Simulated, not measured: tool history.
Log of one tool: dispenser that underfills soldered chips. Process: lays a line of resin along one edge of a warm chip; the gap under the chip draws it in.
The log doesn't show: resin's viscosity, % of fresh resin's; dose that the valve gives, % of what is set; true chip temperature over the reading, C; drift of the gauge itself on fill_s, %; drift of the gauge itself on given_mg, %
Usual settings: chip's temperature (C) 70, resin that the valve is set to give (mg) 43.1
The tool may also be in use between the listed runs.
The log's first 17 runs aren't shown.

run,day,chip's temperature (C),resin that the valve is set to give (mg),hours of work since the syringe was changed,hours of work since the valve was cleaned,hours of work since the stage was calibrated,time until the resin shows at the far edge (s),resin that the valve gave (mg)
# day 2.421: new syringe of resin
18,2.454,70,38.8,1,55,130,126.1,37.47
19,2.604,73,48,3,57,132,130.7,46.7
20,2.767,78,54.4,5,59,135,128.8,52.96
# day 2.858: new syringe of resin
21,2.958,56,41.1,2,62,137,219.9,40.23
22,3.054,60,44.1,3,63,139,206.9,42.8
23,3.246,60,44.1,6,66,142,248.5,42.53
# day 3.304: new syringe of resin
24,3.346,60,44.1,1,68,143,180.1,42.86
25,3.446,70,44.6,2,69,145,138.6,43.2
26,3.554,85,43.1,4,71,146,94.3,41.76
27,3.675,85,43.1,6,73,148,104.5,41.84
# day 3.746: new syringe of resin
28,3.846,68,43.1,1,75,150,143.2,41.7
29,3.971,72,42.5,3,77,152,144.9,41.27
30,4.117,72,42.5,6,79,155,161.1,40.69
# day 4.183: new syringe of resin
31,4.279,82,46.2,1,81,157,90.3,44.49
32,4.438,82,46.2,4,84,159,104.1,44.5
33,4.542,67,38.8,5,85,161,189.8,37.16
# day 4.621: new syringe of resin
34,4.708,57,37.5,1,88,163,214.2,35.9
35,4.896,57,37.5,4,90,166,256.1,35.71
36,5.017,74,39.8,6,92,168,154.2,38.07

Forecast each of these 3 alternatives for the next run:
# day 5.058: new syringe of resin
A,5.175,70,40,2,94,170,?,?
# day 5.058: new syringe of resin
B,5.175,63,40.3,2,94,170,?,?
# day 5.058: new syringe of resin
C,5.175,76,43.2,2,94,170,?,?

run,time until the resin shows at the far edge (s),resin that the valve gave (mg)
A,140.6,38.04
B,179.1,38.55
C,111.6,41.53
Without the tool's hidden state the same runs would have given:
run,time until the resin shows at the far edge (s),resin that the valve gave (mg)
A,119.6,39.83
B,152.1,40.36
C,95.3,43.48
